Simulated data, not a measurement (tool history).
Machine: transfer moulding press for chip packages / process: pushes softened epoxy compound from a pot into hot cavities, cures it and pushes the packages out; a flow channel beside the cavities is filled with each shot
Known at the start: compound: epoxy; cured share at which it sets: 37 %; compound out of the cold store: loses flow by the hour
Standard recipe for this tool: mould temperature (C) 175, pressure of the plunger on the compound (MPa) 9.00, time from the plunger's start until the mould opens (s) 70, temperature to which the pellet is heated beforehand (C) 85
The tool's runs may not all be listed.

| run | hour | mould temperature (C) | pressure of the plunger on the compound (MPa) | time from the plunger's start until the mould opens (s) | temperature to which the pellet is heated beforehand (C) | incoming compound's hours out of the cold store | length that the compound runs in the flow channel (mm) | greatest force on the pins that push the packages out (N) |
|---|---|---|---|---|---|---|---|---|
| 1 | 0.0 | 175 | 9.00 | 70 | 85 | 18.5 | 668 | 1229 |
|  | 7.5 | plunger's sealing rings changed |
| 2 | 9.1 | 175 | 9.00 | 70 | 85 | 11.9 | 717 | 1293 |
|  | 17.9 | cavities cleaned with cleaning compound and waxed |
| 3 | 22.7 | 175 | 9.00 | 70 | 85 | 46.8 | 618 | 734 |
| 4 | 29.4 | 175 | 9.00 | 70 | 94 | 17.4 | 699 | 882 |
| 5 | 42.4 | 175 | 9.00 | 70 | 94 | 20.9 | 683 | 1091 |
| 6 | 49.5 | 175 | 9.00 | 70 | 94 | 34.7 | 648 | 1195 |
| 7 | 56.1 | 175 | 9.00 | 70 | 85 | 26.6 | 668 | 1267 |
|  | 70.9 | cavities cleaned with cleaning compound and waxed |
| 8 | 70.9 | 175 | 9.00 | 70 | 85 | 32.7 | 650 | 583 |
| 9 | 79.4 | 175 | 9.00 | 70 | 85 | 25.2 | 670 | 807 |
| 10 | 91.0 | 175 | 10.52 | 70 | 85 | 8.1 | 774 | 1070 |
| 11 | 102.6 | 175 | 10.52 | 70 | 81 | 44.3 | 659 | 1188 |
|  | 105.2 | mould's thermocouples calibrated |
| 12 | 112.6 | 175 | 7.78 | 70 | 85 | 18.9 | 631 | 1282 |
| 13 | 123.2 | 175 | 7.78 | 70 | 83 | 39.2 | 581 | 1287 |
|  | 126.1 | cavities cleaned with cleaning compound and waxed |
| 14 | 134.7 | 175 | 7.78 | 70 | 83 | 14.0 | 645 | 858 |
| 15 | 148.0 | 175 | 7.78 | 70 | 83 | 38.1 | 581 | 1118 |
| 16 | 160.5 | 175 | 7.78 | 70 | 83 | 14.0 | 649 | 1259 |
| 17 | 173.6 | 170 | 8.01 | 60 | 95 | 25.2 | 627 | 2388 |
|  | 180.0 | cavities cleaned with cleaning compound and waxed |
|  | 183.6 | mould's thermocouples calibrated, once more |
| 18 | 186.2 | 170 | 8.01 | 60 | 95 | 43.7 | 587 | 1240 |
| 19 | 198.0 | 175 | 9.00 | 68 | 89 | 44.1 | 605 | 994 |
| 20 | 206.9 | 171 | 9.00 | 65 | 85 | 40.6 | 623 | 1556 |
| 21 | 212.8 | 171 | 9.00 | 65 | 85 | 15.7 | 686 | 1802 |
|  | 216.4 | plunger's sealing rings changed |
| 22 | 226.6 | 173 | 9.17 | 53 | 90 | 33.6 | 661 | 2573 |
| 23 | 232.6 | 180 | 6.84 | 53 | 90 | 46.2 | 533 | 1595 |
|  | 238.1 | cavities cleaned with cleaning compound and waxed |
| 24 | 240.2 | 180 | 6.84 | 53 | 90 | 32.1 | 561 | 865 |
| 25 | 251.1 | 175 | 9.00 | 75 | 91 | 11.5 | 710 | 836 |
| 26 | 259.8 | 175 | 9.00 | 75 | 91 | 16.9 | 695 | 979 |
| 27 | 269.2 | 169 | 9.00 | 72 | 84 | 47.5 | 630 | 1493 |

Below are 5 alternative next runs, each starting from the tool's condition after run 27. Predict each:
| A | 277.5 | 175 | 8.17 | 59 | 93 | 19.9 | ? | ? |
| B | 277.5 | 177 | 9.00 | 72 | 93 | 27.8 | ? | ? |
| C | 277.5 | 180 | 9.00 | 70 | 85 | 24.0 | ? | ? |
| D | 277.5 | 169 | 9.00 | 52 | 84 | 16.0 | ? | ? |
| E | 277.5 | 173 | 9.00 | 69 | 84 | 23.8 | ? | ? |

| run | length that the compound runs in the flow channel (mm) | greatest force on the pins that push the packages out (N) |
|---|---|---|
| A | 651 | 1774 |
| B | 653 | 1092 |
| C | 666 | 1028 |
| D | 716 | 3476 |
| E | 679 | 1428 |
With the hidden condition removed and each run's random variation left untouched, the same runs would have given:
| run | length that the compound runs in the flow channel (mm) | greatest force on the pins that push the packages out (N) |
|---|---|---|
| A | 657 | 836 |
| B | 659 | 513 |
| C | 672 | 482 |
| D | 723 | 1632 |
| E | 685 | 671 |
